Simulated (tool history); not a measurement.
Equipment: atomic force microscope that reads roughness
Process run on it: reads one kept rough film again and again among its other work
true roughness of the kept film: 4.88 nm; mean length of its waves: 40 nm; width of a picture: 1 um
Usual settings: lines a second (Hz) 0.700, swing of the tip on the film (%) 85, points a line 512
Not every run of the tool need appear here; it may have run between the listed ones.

run   hour  lines a second (Hz)  swing of the tip on the film (%)  points a line  roughness of the kept film (nm (root mean square))
  1    0.0                0.700                                85            512                                               3.714
  2   22.4                0.700                                85            512                                               3.493
  3   47.9                0.700                                75            512                                               3.434
  4   67.6                0.700                                75            512                                               3.242
  5   84.2                0.700                                85            647                                               3.036
  6  108.1                0.700                                85            647                                               2.871
  7  124.9                1.787                                74            723                                               2.696
     130.7  -- new tip fitted
  8  156.4                2.040                                61            723                                               3.758
  9  176.4                2.040                                61            723                                               3.538
 10  205.8                0.700                                81            292                                               3.266
 11  223.7                1.945                                59            381                                               3.214
 12  245.9                1.258                                83            893                                               2.817

Predict each of these 3 candidate next runs independently; none follows another, all start after run 12:
  A  265.6                0.892                                73            886                                                   ?
  B  265.6                3.863                                85            419                                                   ?
  C  265.6                1.258                                79            893                                                   ?

run  roughness of the kept film (nm (root mean square))
  A                                               2.913
  B                                               2.074
  C                                               2.751
The same runs, with their run-to-run variation unchanged, on a tool lacking any hidden condition would have given:
run  roughness of the kept film (nm (root mean square))
  A                                               4.092
  B                                               2.916
  C                                               3.865

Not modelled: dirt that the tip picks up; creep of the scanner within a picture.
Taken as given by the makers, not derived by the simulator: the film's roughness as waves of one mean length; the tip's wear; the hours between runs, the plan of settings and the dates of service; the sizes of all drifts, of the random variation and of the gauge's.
